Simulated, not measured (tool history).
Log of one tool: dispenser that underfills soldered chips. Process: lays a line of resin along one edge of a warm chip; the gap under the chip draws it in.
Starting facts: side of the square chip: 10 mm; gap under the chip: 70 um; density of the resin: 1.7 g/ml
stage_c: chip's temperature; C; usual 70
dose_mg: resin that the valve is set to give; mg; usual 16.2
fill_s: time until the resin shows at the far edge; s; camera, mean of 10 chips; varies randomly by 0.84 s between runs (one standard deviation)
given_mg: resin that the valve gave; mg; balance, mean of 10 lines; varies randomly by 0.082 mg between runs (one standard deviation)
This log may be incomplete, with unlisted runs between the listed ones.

run	hour	stage_c	dose_mg	fill_s	given_mg
1	0	70	16.2	68.3	15.37
2	10.3	70	16.2	131.7	15.43
# hour 15.8: new syringe of resin
3	24.2	70	16.2	114.5	15.22
# hour 31.9: new syringe of resin
4	37.3	70	16.2	94.1	15.08
# hour 40.5: dispensing valve cleaned and set on the balance
# hour 49.6: new syringe of resin
5	52.7	70	19.3	79.7	19.16
6	58.6	70	19.3	112.8	19.17
# hour 65.9: new syringe of resin
7	69.2	70	19.3	78.5	19.03
8	81.4	70	19.3	162.8	18.83
# hour 82.7: new syringe of resin
9	94.7	70	19.3	134.7	18.76
# hour 98.8: new syringe of resin
10	104.8	70	18.6	97.4	17.79
# hour 115.1: new syringe of resin
11	118.3	62	16.2	123.3	15.45
12	128.3	62	16.2	227.1	15.61
# hour 131.3: new syringe of resin
13	141.7	62	16.2	190.7	15.35
# hour 147.8: new syringe of resin
14	154.6	62	16.2	154.6	15.3
# hour 164.1: new syringe of resin
15	169.3	62	16.2	138.6	15.34
# hour 173.1: dispensing valve cleaned and set on the balance
16	180.6	62	16.2	253.8	16.06
# hour 181.6: new syringe of resin
17	189.7	62	16.2	156.2	15.99
18	196.7	82	13.9	96.6	13.79
# hour 197.9: new syringe of resin
19	206.5	69	15.4	119.4	15.21
# hour 214.8: new syringe of resin
20	217.3	77	14.1	57	13.83
# hour 231: new syringe of resin
21	231.8	69	16.9	70.4	16.43
22	239.4	75	15.1	86.9	14.51
# hour 247.6: new syringe of resin
23	252.3	79	15.8	56.9	15.13
24	259.2	79	19.8	81.6	18.95
# hour 264.2: new syringe of resin
25	266	69	14.3	78.8	13.59
26	279.7	61	20.8	251.8	19.62
# hour 281.3: new syringe of resin
27	293.2	83	19.7	67.6	18.35
# hour 297.4: new syringe of resin
28	304.1	83	19.7	49.7	18.38
# hour 306.3: dispensing valve cleaned and set on the balance
# hour 314.6: new syringe of resin
29	315	83	19.3	33.8	19.33
30	321.1	78	20.4	62.2	20.27
# hour 331.1: new syringe of resin
31	334.8	58	20.5	141.9	20.28
32	341.2	58	19.1	206.9	18.82
# hour 347.7: new syringe of resin
33	352.9	73	15.1	75.9	14.88
34	359.5	78	20.7	84.4	20.14

Below are 3 alternative next runs, each starting from the tool's condition after run 34. Predict each:
# hour 364: new syringe of resin
A	366.2	71	14.1	?	?
# hour 364: new syringe of resin
B	366.2	81	19.8	?	?
# hour 364: new syringe of resin
C	366.2	79	14.2	?	?

run	fill_s	given_mg
A	72.1	13.76
B	40.8	19.23
C	47	13.89
With the hidden condition removed and each run's random variation left untouched, the same runs would have given:
run	fill_s	given_mg
A	79.4	14.17
B	44.8	19.8
C	51.3	14.3

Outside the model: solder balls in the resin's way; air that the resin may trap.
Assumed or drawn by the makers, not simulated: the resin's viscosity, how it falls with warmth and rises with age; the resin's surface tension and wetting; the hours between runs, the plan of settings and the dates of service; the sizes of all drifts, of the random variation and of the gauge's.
